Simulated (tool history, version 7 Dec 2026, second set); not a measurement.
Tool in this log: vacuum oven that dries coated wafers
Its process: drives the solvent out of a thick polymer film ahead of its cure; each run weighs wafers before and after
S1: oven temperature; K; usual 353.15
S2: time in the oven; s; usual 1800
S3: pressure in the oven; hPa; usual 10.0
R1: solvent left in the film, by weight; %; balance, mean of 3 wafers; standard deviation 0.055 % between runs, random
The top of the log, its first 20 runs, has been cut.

Run 21, hour 472.4: usual settings but S1 360.15 K. Result: R1 1.15 %.
Run 22, hour 499.5: usual settings but S1 360.15 K. Result: R1 1.00 %.
Run 23, hour 526.4: usual settings but S1 347.15 K, S2 2220 s. Result: R1 3.15 %.
Run 24, hour 558.8: usual settings but S1 347.15 K, S2 2220 s. Result: R1 3.09 %.
Run 25, hour 578.6: usual settings but S1 347.15 K, S2 1260 s, S3 5.4 hPa. Result: R1 5.68 %.
Run 26, hour 598.1: usual settings but S1 354.15 K, S2 2100 s, S3 11.1 hPa. Result: R1 1.68 %.
Run 27, hour 624.9: usual settings but S1 354.15 K, S2 2100 s, S3 11.1 hPa. Result: R1 1.67 %.
Run 28, hour 660.4: usual settings but S1 346.15 K, S2 2100 s, S3 32.0 hPa. Result: R1 6.04 %.
Run 29, hour 694.8: usual settings but S1 346.15 K, S2 2100 s, S3 32.0 hPa. Result: R1 6.12 %.
Run 30, hour 715.3: usual settings but S1 346.15 K, S2 2820 s, S3 24.8 hPa. Result: R1 4.23 %.
Run 31, hour 748.4: usual settings but S1 346.15 K, S2 2820 s, S3 24.8 hPa. Result: R1 4.16 %.
Run 32, hour 764.3: usual settings but S1 360.15 K, S2 2820 s, S3 15.0 hPa. Result: R1 0.99 %.
Run 33, hour 791.0: usual settings but S1 354.15 K, S2 2820 s, S3 17.5 hPa. Result: R1 1.77 %.
Run 34, hour 824.1: usual settings but S1 362.15 K. Result: R1 0.85 %.
Run 35, hour 856.5: usual settings but S1 362.15 K. Result: R1 0.76 %.
Run 36, hour 873.4: usual settings but S1 363.15 K. Result: R1 0.69 %.
Run 37, hour 897.3: usual settings but S1 340.15 K. Result: R1 7.19 %.
Run 38, hour 913.4: usual settings but S1 340.15 K. Result: R1 6.97 %.
Run 39, hour 945.5: usual settings but S1 340.15 K, S2 1140 s, S3 14.1 hPa. Result: R1 9.98 %.
Run 40, hour 981.2: usual settings but S1 348.15 K. Result: R1 3.93 %.

Run 41 is up next; what results do you expect?
Run 41, hour 1012.4: usual settings but S1 347.15 K, S2 2040 s, S3 8.7 hPa. Result: R1 ?.

Run 41 yielded R1 3.57 %.
On a tool with no hidden condition, and with the same random variation, this run would have come out at R1 3.57 %.
